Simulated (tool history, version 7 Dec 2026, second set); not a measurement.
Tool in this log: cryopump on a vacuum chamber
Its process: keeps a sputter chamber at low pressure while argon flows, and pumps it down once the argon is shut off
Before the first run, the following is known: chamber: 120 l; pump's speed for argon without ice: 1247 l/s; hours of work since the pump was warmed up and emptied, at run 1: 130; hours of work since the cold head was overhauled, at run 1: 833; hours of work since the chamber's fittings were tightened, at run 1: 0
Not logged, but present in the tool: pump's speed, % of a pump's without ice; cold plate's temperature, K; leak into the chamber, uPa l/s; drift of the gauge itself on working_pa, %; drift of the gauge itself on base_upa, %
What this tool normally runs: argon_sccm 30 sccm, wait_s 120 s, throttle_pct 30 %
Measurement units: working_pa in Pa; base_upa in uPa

| run | hour | argon_sccm | wait_s | throttle_pct | hours of work since the pump was warmed up and emptied | hours of work since the cold head was overhauled | hours of work since the chamber's fittings were tightened | working_pa | base_upa |
|---|---|---|---|---|---|---|---|---|---|
| 1 | 0.0 | 30 | 120 | 30 | 130 | 833 | 0 | 0.1375 | 0.60 |
| 2 | 21.5 | 30 | 120 | 30 | 144 | 847 | 14 | 0.1371 | 0.60 |
| 3 | 43.2 | 30 | 120 | 30 | 158 | 862 | 28 | 0.1381 | 0.65 |
| 4 | 72.7 | 30 | 120 | 30 | 177 | 881 | 48 | 0.1381 | 0.59 |
| 5 | 104.3 | 30 | 120 | 30 | 198 | 901 | 68 | 0.1380 | 0.59 |
| 6 | 124.8 | 30 | 120 | 30 | 211 | 915 | 82 | 0.1382 | 0.61 |
| 7 | 157.2 | 24 | 120 | 30 | 232 | 936 | 103 | 0.1091 | 0.63 |
| 8 | 172.2 | 24 | 120 | 30 | 242 | 946 | 113 | 0.1115 | 0.67 |
| 9 | 195.2 | 24 | 120 | 30 | 257 | 961 | 128 | 0.1102 | 0.63 |
| 10 | 228.3 | 30 | 120 | 30 | 279 | 983 | 149 | 0.1390 | 0.69 |
| 11 | 246.9 | 30 | 34 | 30 | 291 | 995 | 161 | 0.1421 | 1.39 |
| 12 | 266.7 | 30 | 34 | 30 | 304 | 1008 | 174 | 0.1405 | 1.42 |
| 13 | 283.9 | 30 | 60 | 30 | 315 | 1019 | 186 | 0.1408 | 1.01 |
| 14 | 300.1 | 30 | 60 | 30 | 326 | 1030 | 196 | 0.1415 | 0.96 |
| 15 | 325.6 | 30 | 60 | 30 | 343 | 1046 | 213 | 0.1399 | 0.98 |
| 16 | 345.6 | 30 | 120 | 30 | 356 | 1059 | 226 | 0.1402 | 0.70 |
| 17 | 368.0 | 26 | 120 | 30 | 370 | 1074 | 241 | 0.1210 | 0.68 |
| 18 | 400.1 | 20 | 220 | 45 | 391 | 1095 | 262 | 0.0638 | 0.60 |
| 19 | 428.4 | 30 | 88 | 30 | 410 | 1113 | 280 | 0.1416 | 0.82 |
| 20 | 458.2 | 25 | 21 | 17 | 429 | 1133 | 300 | 0.2036 | 2.09 |
| 21 | 490.0 | 25 | 21 | 17 | 450 | 1154 | 320 | 0.2034 | 2.14 |
| 22 | 520.5 | 25 | 21 | 17 | 470 | 1174 | 340 | 0.2032 | 2.20 |
| 23 | 534.4 | 25 | 21 | 17 | 479 | 1183 | 349 | 0.2056 | 2.22 |
| 24 | 557.5 | 35 | 21 | 17 | 494 | 1198 | 365 | 0.2874 | 2.18 |
| 25 | 576.0 | 35 | 21 | 17 | 506 | 1210 | 377 | 0.2881 | 2.11 |
| 26 | 589.9 | 59 | 97 | 27 | 515 | 1219 | 386 | 0.3112 | 0.89 |
| 27 | 618.8 | 32 | 56 | 53 | 534 | 1238 | 405 | 0.0905 | 1.13 |
| 28 | 640.6 | 27 | 111 | 21 | 549 | 1252 | 419 | 0.1805 | 0.82 |
| 29 | 658.7 | 27 | 111 | 24 | 560 | 1264 | 431 | 0.1598 | 0.83 |
| 30 | 679.4 | 21 | 120 | 48 | 574 | 1278 | 444 | 0.0654 | 0.79 |
| 31 | 709.1 | 15 | 120 | 20 | 593 | 1297 | 464 | 0.1052 | 0.81 |
| 32 | 727.1 | 36 | 120 | 19 | 605 | 1309 | 475 | 0.2680 | 0.82 |
| 33 | 754.7 | 36 | 120 | 19 | 623 | 1327 | 494 | 0.2671 | 0.88 |

Branching from run 33: 5 alternative next runs. What would each branch give?
| A | 780.9 | 16 | 112 | 55 | 640 | 1344 | 511 | ? | ? |
| B | 780.9 | 17 | 51 | 44 | 640 | 1344 | 511 | ? | ? |
| C | 780.9 | 36 | 96 | 37 | 640 | 1344 | 511 | ? | ? |
| D | 780.9 | 13 | 120 | 30 | 640 | 1344 | 511 | ? | ? |
| E | 780.9 | 51 | 48 | 40 | 640 | 1344 | 511 | ? | ? |

| run | working_pa | base_upa |
|---|---|---|
| A | 0.0439 | 0.86 |
| B | 0.0586 | 1.28 |
| C | 0.1429 | 0.94 |
| D | 0.0633 | 0.91 |
| E | 0.1886 | 1.32 |
What these runs would have given with no unlogged condition in the tool:
| run | working_pa | base_upa |
|---|---|---|
| A | 0.0389 | 0.54 |
| B | 0.0533 | 0.95 |
| C | 0.1315 | 0.61 |
| D | 0.0592 | 0.58 |
| E | 0.1726 | 1.00 |
